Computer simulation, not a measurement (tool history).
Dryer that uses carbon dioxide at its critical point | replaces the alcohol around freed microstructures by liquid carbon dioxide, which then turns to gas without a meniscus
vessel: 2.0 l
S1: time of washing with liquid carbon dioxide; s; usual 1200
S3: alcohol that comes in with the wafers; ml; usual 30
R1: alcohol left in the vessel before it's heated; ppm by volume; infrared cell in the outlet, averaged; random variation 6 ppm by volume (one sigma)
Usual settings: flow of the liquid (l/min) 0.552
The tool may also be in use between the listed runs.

run 1 day=0.000 | S1=1200 flow_of_the_liquid_(l/min)=0.552 S3=30 | R1=387
run 2 day=0.988 | S1=840 flow_of_the_liquid_(l/min)=0.552 S3=30 | R1=1127
run 3 day=2.304 | S1=840 flow_of_the_liquid_(l/min)=0.552 S3=30 | R1=1122
run 4 day=3.058 | S1=840 flow_of_the_liquid_(l/min)=0.552 S3=30 | R1=1108
run 5 day=4.183 | S1=1200 flow_of_the_liquid_(l/min)=0.552 S3=30 | R1=394
run 6 day=5.004 | S1=1920 flow_of_the_liquid_(l/min)=0.552 S3=30 | R1=93
-- day=5.600 inlet filter changed
run 7 day=5.717 | S1=1920 flow_of_the_liquid_(l/min)=0.552 S3=30 | R1=72
run 8 day=6.475 | S1=1920 flow_of_the_liquid_(l/min)=0.552 S3=30 | R1=79
run 9 day=7.433 | S1=1920 flow_of_the_liquid_(l/min)=0.552 S3=30 | R1=80
run 10 day=8.412 | S1=1200 flow_of_the_liquid_(l/min)=0.552 S3=30 | R1=271
run 11 day=9.167 | S1=1200 flow_of_the_liquid_(l/min)=0.552 S3=30 | R1=278
run 12 day=10.125 | S1=1200 flow_of_the_liquid_(l/min)=0.552 S3=30 | R1=293
run 13 day=10.942 | S1=1200 flow_of_the_liquid_(l/min)=0.552 S3=30 | R1=291
run 14 day=11.575 | S1=1200 flow_of_the_liquid_(l/min)=0.528 S3=50 | R1=520
run 15 day=12.767 | S1=1200 flow_of_the_liquid_(l/min)=0.552 S3=40 | R1=369
run 16 day=13.854 | S1=780 flow_of_the_liquid_(l/min)=0.552 S3=67 | R1=2315

Run 17 comes next. What will it give?
run 17 day=14.600 | S1=1200 flow_of_the_liquid_(l/min)=0.552 S3=61 | R1=?

Run 17 gave R1 553 ppm by volume.
Without the tool's hidden state the same run would have given R1 435 ppm by volume.
